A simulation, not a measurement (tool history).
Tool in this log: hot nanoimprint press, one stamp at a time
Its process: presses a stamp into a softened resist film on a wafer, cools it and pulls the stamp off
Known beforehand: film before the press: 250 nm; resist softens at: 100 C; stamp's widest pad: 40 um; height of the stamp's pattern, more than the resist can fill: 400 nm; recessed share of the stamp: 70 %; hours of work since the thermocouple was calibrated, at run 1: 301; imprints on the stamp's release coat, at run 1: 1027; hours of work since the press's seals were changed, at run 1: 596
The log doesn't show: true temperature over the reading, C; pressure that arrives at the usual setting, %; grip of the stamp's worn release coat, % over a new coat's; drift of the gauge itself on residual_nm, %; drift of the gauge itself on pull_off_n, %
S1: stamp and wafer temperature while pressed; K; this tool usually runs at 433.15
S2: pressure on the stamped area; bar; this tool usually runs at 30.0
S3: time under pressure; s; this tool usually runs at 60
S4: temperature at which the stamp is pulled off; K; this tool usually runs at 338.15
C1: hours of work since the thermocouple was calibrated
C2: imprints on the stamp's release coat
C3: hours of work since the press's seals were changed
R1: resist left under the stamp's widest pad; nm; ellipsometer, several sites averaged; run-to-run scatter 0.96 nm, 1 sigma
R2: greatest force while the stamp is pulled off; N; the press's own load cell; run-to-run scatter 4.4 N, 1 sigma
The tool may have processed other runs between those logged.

Run 1, hour 0.0: usual settings; C1 301; C2 1027; C3 596. Result: R1 143.3 nm, R2 212 N.
Run 2, hour 21.8: usual settings; C1 310; C2 1059; C3 605. Result: R1 144.4 nm, R2 211 N.
Run 3, hour 49.7: usual settings but S2 29.0 bar; C1 322; C2 1099; C3 617. Result: R1 145.4 nm, R2 214 N.
Run 4, hour 77.5: usual settings but S2 29.0 bar; C1 334; C2 1140; C3 629. Result: R1 145.9 nm, R2 212 N.
Run 5, hour 114.8: usual settings but S2 29.0 bar; C1 350; C2 1194; C3 645. Result: R1 147.1 nm, R2 210 N.
Run 6, hour 150.1: usual settings but S2 29.0 bar; C1 365; C2 1246; C3 660. Result: R1 144.6 nm, R2 218 N.
Run 7, hour 180.4: usual settings but S2 29.0 bar, S3 68 s; C1 378; C2 1290; C3 673. Result: R1 141.3 nm, R2 212 N.
Run 8, hour 201.2: usual settings but S2 29.0 bar, S3 68 s; C1 387; C2 1320; C3 682. Result: R1 141.8 nm, R2 215 N.
Run 9, hour 231.1: usual settings but S4 329.15 K; C1 400; C2 1364; C3 695. Result: R1 142.8 nm, R2 235 N.
Run 10, hour 269.3: usual settings but S3 44 s; C1 416; C2 1419; C3 711. Result: R1 159.3 nm, R2 213 N.
Run 11, hour 300.4: usual settings but S3 44 s; C1 429; C2 1464; C3 724. Result: R1 157.8 nm, R2 213 N.
Run 12, hour 331.8: usual settings but S4 340.15 K; C1 443; C2 1510; C3 738. Result: R1 145.2 nm, R2 206 N.
Run 13, hour 370.1: usual settings but S4 340.15 K; C1 459; C2 1566; C3 754. Result: R1 142.3 nm, R2 212 N.
Run 14, hour 405.9: usual settings but S4 340.15 K; C1 474; C2 1618; C3 769. Result: R1 145.2 nm, R2 211 N.
Run 15, hour 426.4: usual settings but S4 340.15 K; C1 483; C2 1648; C3 778. Result: R1 144.8 nm, R2 207 N.
Run 16, hour 469.2: usual settings but S4 340.15 K; C1 502; C2 1710; C3 796. Result: R1 143.3 nm, R2 213 N.
At hour 500.3: plate thermocouple calibrated.
At hour 510.0: stamp cleaned and given a new release coat.
Run 17, hour 514.0: usual settings but S2 27.2 bar, S4 334.15 K; C1 3; C2 5; C3 811. Result: R1 150.4 nm, R2 217 N.
Run 18, hour 536.6: usual settings but S1 435.15 K, S2 42.8 bar, S3 72 s, S4 335.15 K; C1 13; C2 38; C3 821. Result: R1 104.2 nm, R2 222 N.
Run 19, hour 563.0: usual settings but S1 435.15 K, S2 42.8 bar, S3 33 s, S4 335.15 K; C1 24; C2 77; C3 832. Result: R1 137.9 nm, R2 223 N.
Run 20, hour 585.7: usual settings but S1 435.15 K, S2 19.2 bar, S3 33 s, S4 343.15 K; C1 34; C2 110; C3 842. Result: R1 183.3 nm, R2 193 N.

Predict the results of run 21:
Run 21, hour 620.5: usual settings but S1 429.15 K, S3 45 s; C1 49; C2 160; C3 857. Result: R1 ?, R2 ?.

Logged for run 21: R1 182.3 nm, R2 207 N.
Minus the tool's unlogged condition, the same run would have read R1 182.3 nm, R2 207 N.
